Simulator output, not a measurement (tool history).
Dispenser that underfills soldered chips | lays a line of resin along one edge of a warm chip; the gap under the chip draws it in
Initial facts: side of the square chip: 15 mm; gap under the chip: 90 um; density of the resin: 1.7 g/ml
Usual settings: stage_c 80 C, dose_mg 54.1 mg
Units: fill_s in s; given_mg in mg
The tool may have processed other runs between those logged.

Run 1, day 0.000: usual settings. Result: fill_s 168.6 s, given_mg 52.48 mg.
Run 2, day 0.125: usual settings. Result: fill_s 201.7 s, given_mg 52.33 mg.
At day 0.229: new syringe of resin.
Run 3, day 0.279: usual settings but dose_mg 67.4 mg. Result: fill_s 125.9 s, given_mg 65.56 mg.
Run 4, day 0.392: usual settings but dose_mg 67.4 mg. Result: fill_s 147.4 s, given_mg 65.34 mg.
Run 5, day 0.529: usual settings but dose_mg 52.6 mg. Result: fill_s 187.1 s, given_mg 50.97 mg.
At day 0.683: new syringe of resin.
Run 6, day 0.738: usual settings but dose_mg 52.6 mg. Result: fill_s 131.0 s, given_mg 50.67 mg.
Run 7, day 0.871: usual settings but stage_c 92 C. Result: fill_s 99.0 s, given_mg 52.22 mg.
At day 0.988: dispensing valve cleaned and set on the balance.
Run 8, day 1.017: usual settings. Result: fill_s 179.9 s, given_mg 54.16 mg.
Run 9, day 1.125: usual settings. Result: fill_s 215.0 s, given_mg 54.10 mg.
At day 1.167: new syringe of resin.
Run 10, day 1.238: usual settings but stage_c 83 C. Result: fill_s 116.0 s, given_mg 54.09 mg.
Run 11, day 1.379: usual settings but stage_c 87 C, dose_mg 60.5 mg. Result: fill_s 120.4 s, given_mg 60.29 mg.
Run 12, day 1.542: usual settings but stage_c 83 C, dose_mg 67.9 mg. Result: fill_s 176.1 s, given_mg 67.85 mg.
At day 1.621: new syringe of resin.
Run 13, day 1.683: usual settings but dose_mg 66.8 mg. Result: fill_s 129.8 s, given_mg 66.59 mg.
Run 14, day 1.875: usual settings but dose_mg 66.8 mg. Result: fill_s 168.6 s, given_mg 66.28 mg.
Run 15, day 2.021: usual settings but dose_mg 49.4 mg. Result: fill_s 211.0 s, given_mg 49.14 mg.
At day 2.062: new syringe of resin.
Run 16, day 2.217: usual settings but dose_mg 49.4 mg. Result: fill_s 151.9 s, given_mg 49.15 mg.
Run 17, day 2.317: usual settings but stage_c 90 C, dose_mg 49.4 mg. Result: fill_s 117.8 s, given_mg 48.98 mg.
Run 18, day 2.442: usual settings but stage_c 90 C, dose_mg 49.4 mg. Result: fill_s 137.1 s, given_mg 49.05 mg.
At day 2.512: new syringe of resin.
Run 19, day 2.662: usual settings but stage_c 70 C, dose_mg 47.0 mg. Result: fill_s 235.3 s, given_mg 46.60 mg.
Run 20, day 2.808: usual settings but stage_c 82 C, dose_mg 64.5 mg. Result: fill_s 166.1 s, given_mg 63.89 mg.

How would selected steps in fill_s from run to run divide? Give the signed amount a tool lacking its hidden state would still show from settings, what came in and random variation, and the signed amount left for the hidden state, including any gauge scatter that is not in both of the compared results.
Hidden state present: resin's viscosity, % of fresh resin's; dose that the valve gives, % of what is set; true chip temperature over the reading, C; drift of the gauge itself on fill_s, %; drift of the gauge itself on given_mg, %.
Run 2 -> 3: dose_mg 54.1 -> 67.4, new syringe of resin. fill_s -75.8 s: hidden state -74.1, all else -1.7.
Run 9 -> 10: stage_c 80 -> 83, new syringe of resin. fill_s -99.0 s: hidden state -83.7, all else -15.3.
Run 18 -> 19: stage_c 90 -> 70, dose_mg 49.4 -> 47.0, new syringe of resin. fill_s +98.2 s: hidden state -13.3, all else +111.5.
